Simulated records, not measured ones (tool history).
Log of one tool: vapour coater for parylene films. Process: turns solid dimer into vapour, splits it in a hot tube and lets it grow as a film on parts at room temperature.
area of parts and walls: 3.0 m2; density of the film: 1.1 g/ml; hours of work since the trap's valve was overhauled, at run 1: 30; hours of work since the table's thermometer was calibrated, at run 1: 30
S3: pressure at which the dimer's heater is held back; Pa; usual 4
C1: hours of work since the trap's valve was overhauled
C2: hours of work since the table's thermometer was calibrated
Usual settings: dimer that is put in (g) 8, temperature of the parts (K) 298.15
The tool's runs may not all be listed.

run 1 hour=0 | dimer_that_is_put_in_(g)=8 temperature_of_the_parts_(K)=298.15 S3=4 | C1=30 C2=30 | thickness_of_the_film_(nm)=1790
run 2 hour=18.4 | dimer_that_is_put_in_(g)=8 temperature_of_the_parts_(K)=298.15 S3=4 | C1=44 C2=44 | thickness_of_the_film_(nm)=1810
run 3 hour=40.2 | dimer_that_is_put_in_(g)=3 temperature_of_the_parts_(K)=298.15 S3=4 | C1=61 C2=61 | thickness_of_the_film_(nm)=690
run 4 hour=49.2 | dimer_that_is_put_in_(g)=8 temperature_of_the_parts_(K)=307.15 S3=4 | C1=68 C2=68 | thickness_of_the_film_(nm)=1470
run 5 hour=63.6 | dimer_that_is_put_in_(g)=8 temperature_of_the_parts_(K)=307.15 S3=4 | C1=80 C2=80 | thickness_of_the_film_(nm)=1500
run 6 hour=75.8 | dimer_that_is_put_in_(g)=8 temperature_of_the_parts_(K)=298.15 S3=5.64 | C1=89 C2=89 | thickness_of_the_film_(nm)=1650
run 7 hour=85.3 | dimer_that_is_put_in_(g)=12 temperature_of_the_parts_(K)=298.15 S3=4 | C1=96 C2=96 | thickness_of_the_film_(nm)=2690
run 8 hour=99.4 | dimer_that_is_put_in_(g)=12 temperature_of_the_parts_(K)=298.15 S3=4 | C1=108 C2=108 | thickness_of_the_film_(nm)=2670
run 9 hour=112.6 | dimer_that_is_put_in_(g)=11 temperature_of_the_parts_(K)=298.15 S3=4 | C1=118 C2=118 | thickness_of_the_film_(nm)=2450
run 10 hour=132.6 | dimer_that_is_put_in_(g)=11 temperature_of_the_parts_(K)=298.15 S3=4 | C1=133 C2=133 | thickness_of_the_film_(nm)=2440
run 11 hour=154.3 | dimer_that_is_put_in_(g)=8 temperature_of_the_parts_(K)=291.15 S3=4 | C1=150 C2=150 | thickness_of_the_film_(nm)=2060
run 12 hour=173.7 | dimer_that_is_put_in_(g)=8 temperature_of_the_parts_(K)=298.15 S3=5.95 | C1=165 C2=165 | thickness_of_the_film_(nm)=1620
run 13 hour=187.1 | dimer_that_is_put_in_(g)=8 temperature_of_the_parts_(K)=298.15 S3=11.43 | C1=176 C2=176 | thickness_of_the_film_(nm)=1420
run 14 hour=203.2 | dimer_that_is_put_in_(g)=8 temperature_of_the_parts_(K)=298.15 S3=3.57 | C1=188 C2=188 | thickness_of_the_film_(nm)=1810
run 15 hour=224.2 | dimer_that_is_put_in_(g)=8 temperature_of_the_parts_(K)=298.15 S3=3.57 | C1=205 C2=205 | thickness_of_the_film_(nm)=1860
run 16 hour=240.5 | dimer_that_is_put_in_(g)=3 temperature_of_the_parts_(K)=301.15 S3=2.73 | C1=218 C2=218 | thickness_of_the_film_(nm)=680
run 17 hour=261.9 | dimer_that_is_put_in_(g)=11 temperature_of_the_parts_(K)=296.15 S3=3.83 | C1=234 C2=234 | thickness_of_the_film_(nm)=2550
run 18 hour=272.5 | dimer_that_is_put_in_(g)=11 temperature_of_the_parts_(K)=296.15 S3=3.83 | C1=243 C2=243 | thickness_of_the_film_(nm)=2660

The next listed run, before its measurement:
run 19 hour=290.7 | dimer_that_is_put_in_(g)=5 temperature_of_the_parts_(K)=293.15 S3=3.35 | C1=257 C2=257 | thickness_of_the_film_(nm)=?

{"run 19": {"thickness of the film (nm)": 1270}}
Without the tool's hidden state the same run would have given thickness of the film (nm) 1270.
